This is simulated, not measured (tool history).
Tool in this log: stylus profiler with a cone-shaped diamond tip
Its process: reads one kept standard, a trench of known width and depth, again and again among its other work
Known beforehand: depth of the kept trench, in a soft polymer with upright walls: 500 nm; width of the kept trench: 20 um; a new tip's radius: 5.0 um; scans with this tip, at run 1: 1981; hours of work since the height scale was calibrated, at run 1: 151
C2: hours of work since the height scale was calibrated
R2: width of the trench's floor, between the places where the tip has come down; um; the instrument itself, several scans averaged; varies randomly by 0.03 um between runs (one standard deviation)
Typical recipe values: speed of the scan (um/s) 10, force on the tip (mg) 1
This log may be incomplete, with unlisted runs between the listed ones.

Run 1, hour 0: usual settings; scans with this tip 1981; C2 151. Result: depth of the trench (nm) 501.98, R2 15.55 um.
Run 2, hour 12: usual settings; scans with this tip 2092; C2 160. Result: depth of the trench (nm) 502.25, R2 15.54 um.
Run 3, hour 32.2: usual settings; scans with this tip 2279; C2 174. Result: depth of the trench (nm) 502.26, R2 15.57 um.
Run 4, hour 58.4: usual settings; scans with this tip 2522; C2 192. Result: depth of the trench (nm) 502.21, R2 15.44 um.
Run 5, hour 75.5: usual settings; scans with this tip 2679; C2 204. Result: depth of the trench (nm) 502.1, R2 15.54 um.
Run 6, hour 91.2: usual settings; scans with this tip 2825; C2 216. Result: depth of the trench (nm) 502.36, R2 15.56 um.
At hour 94.1: height scale calibrated on a step standard.
Run 7, hour 114.8: usual settings; scans with this tip 3038; C2 15. Result: depth of the trench (nm) 502.17, R2 15.53 um.
Run 8, hour 135.2: usual settings; scans with this tip 3227; C2 29. Result: depth of the trench (nm) 502.18, R2 15.55 um.
Run 9, hour 157.1: usual settings; scans with this tip 3429; C2 44. Result: depth of the trench (nm) 502.35, R2 15.52 um.
Run 10, hour 168: usual settings; scans with this tip 3529; C2 52. Result: depth of the trench (nm) 502.38, R2 15.43 um.
Run 11, hour 190.5: usual settings but speed of the scan (um/s) 13, force on the tip (mg) 1.14; scans with this tip 3738; C2 68. Result: depth of the trench (nm) 502.63, R2 15.44 um.
Run 12, hour 202.6: usual settings but speed of the scan (um/s) 13, force on the tip (mg) 1.14; scans with this tip 3850; C2 77. Result: depth of the trench (nm) 502.36, R2 15.44 um.
Run 13, hour 220.1: usual settings but speed of the scan (um/s) 13, force on the tip (mg) 1.14; scans with this tip 4011; C2 89. Result: depth of the trench (nm) 502.38, R2 15.46 um.
Run 14, hour 233: usual settings but speed of the scan (um/s) 33, force on the tip (mg) 0.77; scans with this tip 4130; C2 98. Result: depth of the trench (nm) 501.97, R2 15.27 um.
At hour 242.3: height scale calibrated on a step standard, once more.
Run 15, hour 251: usual settings but speed of the scan (um/s) 33, force on the tip (mg) 0.77; scans with this tip 4293; C2 6. Result: depth of the trench (nm) 501.48, R2 15.21 um.
Run 16, hour 263.3: usual settings but speed of the scan (um/s) 33, force on the tip (mg) 0.41; scans with this tip 4406; C2 15. Result: depth of the trench (nm) 500.64, R2 15.11 um.
Run 17, hour 274.1: usual settings but speed of the scan (um/s) 7, force on the tip (mg) 0.34; scans with this tip 4506; C2 22. Result: depth of the trench (nm) 500.73, R2 15.4 um.

Below are 4 alternative next runs, each starting from the tool's condition after run 17. Predict each:
Run A, hour 288.9: usual settings but speed of the scan (um/s) 12, force on the tip (mg) 0.95; scans with this tip 4643; C2 33. Result: depth of the trench (nm) ?, R2 ?.
Run B, hour 288.9: usual settings but speed of the scan (um/s) 14, force on the tip (mg) 1.3; scans with this tip 4643; C2 33. Result: depth of the trench (nm) ?, R2 ?.
Run C, hour 288.9: usual settings but force on the tip (mg) 0.58; scans with this tip 4643; C2 33. Result: depth of the trench (nm) ?, R2 ?.
Run D, hour 288.9: usual settings but speed of the scan (um/s) 4, force on the tip (mg) 0.34; scans with this tip 4643; C2 33. Result: depth of the trench (nm) ?, R2 ?.

run  depth of the trench (nm)     R2
  A                    501.74  15.43
  B                    502.09  15.42
  C                     501.3  15.43
  D                     500.7  15.46
What these runs would have given with no unlogged condition in the tool:
run  depth of the trench (nm)     R2
  A                    501.81  15.57
  B                    502.17  15.56
  C                    501.37  15.56
  D                    500.78  15.59
